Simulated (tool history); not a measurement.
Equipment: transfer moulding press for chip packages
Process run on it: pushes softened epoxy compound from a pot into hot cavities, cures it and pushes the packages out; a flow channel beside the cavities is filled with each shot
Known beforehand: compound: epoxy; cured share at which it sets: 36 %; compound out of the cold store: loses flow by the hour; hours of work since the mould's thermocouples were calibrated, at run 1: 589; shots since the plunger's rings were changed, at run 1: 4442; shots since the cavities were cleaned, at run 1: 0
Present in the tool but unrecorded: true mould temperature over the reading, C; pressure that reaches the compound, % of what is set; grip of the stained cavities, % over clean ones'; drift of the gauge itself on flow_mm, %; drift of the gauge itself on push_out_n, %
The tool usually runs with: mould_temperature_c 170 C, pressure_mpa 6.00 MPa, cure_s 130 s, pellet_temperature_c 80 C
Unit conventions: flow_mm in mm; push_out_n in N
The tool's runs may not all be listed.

run	hour	mould_temperature_c	pressure_mpa	cure_s	pellet_temperature_c	hours of work since the mould's thermocouples were calibrated	shots since the plunger's rings were changed	shots since the cavities were cleaned	incoming compound's hours out of the cold store	flow_mm	push_out_n
1	0.0	170	6.00	130	80	589	4442	0	45.3	474	227
2	22.8	170	6.00	130	80	600	4602	160	26.5	522	291
3	42.4	170	6.00	130	80	609	4739	297	34.2	507	322
# hour 81.9: mould's thermocouples calibrated
4	88.6	170	6.00	138	80	3	5050	608	47.5	482	412
# hour 104.9: cavities cleaned with cleaning compound and waxed
5	109.5	170	4.86	138	80	12	5185	32	39.0	445	235
6	152.2	170	4.86	138	80	32	5485	332	27.8	479	336
7	178.3	170	6.05	130	80	45	5668	515	14.9	554	418
8	199.5	174	6.00	130	80	55	5816	663	46.5	468	399
# hour 208.6: cavities cleaned with cleaning compound and waxed
9	242.6	174	6.00	133	80	74	6108	239	13.1	551	300
10	269.8	174	6.00	133	80	87	6299	430	36.4	497	344
11	309.1	170	6.00	166	88	105	6574	705	10.3	568	393
# hour 314.6: cavities cleaned with cleaning compound and waxed
# hour 344.5: plunger's sealing rings changed
12	354.0	165	6.92	129	82	125	67	258	24.2	624	393
13	382.6	178	5.69	168	90	138	267	458	15.0	554	346
14	403.7	178	5.69	168	90	148	415	606	17.7	555	377
# hour 420.5: cavities cleaned with cleaning compound and waxed
15	427.3	178	5.69	168	90	158	570	48	22.9	536	239
16	450.9	177	6.36	168	75	169	736	214	35.0	547	296

Run 17 comes next. What will it give?
17	482.8	174	6.29	145	90	184	960	438	23.6	?	?

Run 17 came out at flow_mm 569 mm, push_out_n 347 N.
With no hidden state in the tool, this same run would have given flow_mm 577 mm, push_out_n 208 N.
